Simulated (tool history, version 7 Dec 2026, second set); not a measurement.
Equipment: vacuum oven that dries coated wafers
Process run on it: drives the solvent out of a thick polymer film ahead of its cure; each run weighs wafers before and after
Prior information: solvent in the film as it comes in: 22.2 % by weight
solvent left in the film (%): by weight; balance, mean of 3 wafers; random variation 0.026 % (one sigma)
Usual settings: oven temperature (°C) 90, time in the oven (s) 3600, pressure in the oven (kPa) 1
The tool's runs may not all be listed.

run,hour,oven temperature (°C),time in the oven (s),pressure in the oven (kPa),solvent left in the film (%)
1,0,90,3600,1,2.02
2,36.5,90,3600,1,2.01
3,65.3,90,3600,1,2.01
4,102,90,3600,1,2
5,136.7,90,3600,1,1.98
6,166.2,90,3600,1,1.97
7,197.6,90,3600,1,1.99
8,215.7,90,3600,1,1.99
9,247.3,90,3600,1,1.98
10,273.8,88,2520,1,4
11,299.8,96,4620,1,0.89
12,339,104,2100,0.55,0.88
13,369.1,104,2100,0.55,0.86
14,395.9,85,2100,0.53,5.65
15,422.3,90,3600,1.64,2.68
16,456.3,90,3600,1.64,2.56
17,479.8,90,3600,1.64,2.68
18,504.6,90,3600,1.64,2.64

Consider 5 possible next runs. They are alternatives, not a sequence: every one starts from the tool as it was left by run 18. What does each give?
A,522.2,104,2820,0.61,?
B,522.2,98,2640,0.54,?
C,522.2,94,4200,0.91,?
D,522.2,78,3060,1,?
E,522.2,104,2580,0.83,?

run,solvent left in the film (%)
A,0.53
B,1.14
C,1.06
D,6.61
E,0.75
Stripped of hidden state, with their random variation kept, the same runs would have yielded:
run,solvent left in the film (%)
A,0.53
B,1.14
C,1.06
D,6.63
E,0.75
